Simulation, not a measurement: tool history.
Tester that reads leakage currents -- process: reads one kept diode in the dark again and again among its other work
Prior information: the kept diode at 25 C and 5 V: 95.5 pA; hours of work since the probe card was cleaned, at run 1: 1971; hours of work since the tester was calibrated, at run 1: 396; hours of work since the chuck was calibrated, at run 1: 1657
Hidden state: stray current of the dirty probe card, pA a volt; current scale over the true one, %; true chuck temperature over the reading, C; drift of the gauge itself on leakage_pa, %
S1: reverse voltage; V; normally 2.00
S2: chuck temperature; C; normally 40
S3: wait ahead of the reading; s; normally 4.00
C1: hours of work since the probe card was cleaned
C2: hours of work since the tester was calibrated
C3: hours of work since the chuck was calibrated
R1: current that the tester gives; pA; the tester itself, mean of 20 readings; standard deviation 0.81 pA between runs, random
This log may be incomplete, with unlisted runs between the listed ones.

| run | hour | S1 | S2 | S3 | C1 | C2 | C3 | R1 |
|---|---|---|---|---|---|---|---|---|
| 1 | 0.0 | 2.00 | 40 | 4.00 | 1971 | 396 | 1657 | 308.79 |
| 2 | 106.7 | 2.00 | 40 | 4.00 | 2042 | 468 | 1729 | 311.61 |
| 3 | 230.1 | 3.76 | 40 | 4.00 | 2125 | 550 | 1811 | 383.66 |
| 4 | 332.5 | 2.00 | 40 | 4.00 | 2193 | 618 | 1879 | 314.69 |
| 5 | 441.9 | 2.00 | 30 | 4.00 | 2266 | 691 | 1952 | 132.35 |
|  | 456.8 | chuck's temperature calibrated |
| 6 | 526.6 | 2.00 | 30 | 4.00 | 2321 | 746 | 47 | 114.30 |
| 7 | 608.5 | 2.00 | 30 | 4.00 | 2376 | 801 | 101 | 114.87 |
| 8 | 733.4 | 2.00 | 30 | 4.00 | 2459 | 884 | 185 | 115.63 |
| 9 | 842.1 | 2.00 | 40 | 8.54 | 2532 | 957 | 257 | 280.11 |
| 10 | 958.5 | 2.00 | 42 | 8.54 | 2609 | 1035 | 335 | 331.56 |
| 11 | 1025.6 | 2.00 | 40 | 1.39 | 2654 | 1079 | 380 | 283.43 |
| 12 | 1136.7 | 2.00 | 40 | 4.00 | 2728 | 1154 | 454 | 281.35 |
| 13 | 1247.0 | 2.00 | 40 | 4.00 | 2802 | 1227 | 527 | 283.46 |
| 14 | 1338.0 | 2.00 | 40 | 4.00 | 2863 | 1288 | 588 | 288.39 |
| 15 | 1405.9 | 2.00 | 40 | 4.00 | 2908 | 1333 | 633 | 288.01 |
| 16 | 1525.9 | 18.84 | 58 | 0.48 | 2988 | 1413 | 713 | 2573.15 |
| 17 | 1592.3 | 2.00 | 34 | 0.48 | 3032 | 1458 | 758 | 174.79 |
| 18 | 1643.8 | 5.18 | 38 | 1.11 | 3067 | 1492 | 792 | 337.47 |
| 19 | 1755.2 | 5.18 | 38 | 1.11 | 3141 | 1566 | 867 | 340.34 |
| 20 | 1873.5 | 1.56 | 26 | 5.15 | 3220 | 1645 | 945 | 78.95 |
| 21 | 1977.0 | 2.00 | 29 | 2.79 | 3289 | 1714 | 1015 | 112.62 |
| 22 | 2067.2 | 2.00 | 31 | 4.00 | 3349 | 1775 | 1075 | 136.58 |
| 23 | 2188.9 | 1.43 | 35 | 0.74 | 3431 | 1856 | 1156 | 174.44 |
| 24 | 2297.8 | 1.43 | 35 | 0.74 | 3503 | 1928 | 1229 | 175.82 |

Predict each of these 5 candidate next runs independently; none follows another, all start after run 24:
| A | 2353.7 | 2.00 | 50 | 4.00 | 3540 | 1966 | 1266 | ? |
| B | 2353.7 | 2.25 | 25 | 9.58 | 3540 | 1966 | 1266 | ? |
| C | 2353.7 | 7.64 | 58 | 0.68 | 3540 | 1966 | 1266 | ? |
| D | 2353.7 | 11.68 | 48 | 3.61 | 3540 | 1966 | 1266 | ? |
| E | 2353.7 | 1.76 | 40 | 4.00 | 3540 | 1966 | 1266 | ? |

| run | R1 |
|---|---|
| A | 681.21 |
| B | 83.59 |
| C | 1968.96 |
| D | 1043.08 |
| E | 287.22 |
Had the tool no hidden state, the same runs would have come out as:
| run | R1 |
|---|---|
| A | 618.69 |
| B | 73.60 |
| C | 1796.40 |
| D | 941.96 |
| E | 258.71 |

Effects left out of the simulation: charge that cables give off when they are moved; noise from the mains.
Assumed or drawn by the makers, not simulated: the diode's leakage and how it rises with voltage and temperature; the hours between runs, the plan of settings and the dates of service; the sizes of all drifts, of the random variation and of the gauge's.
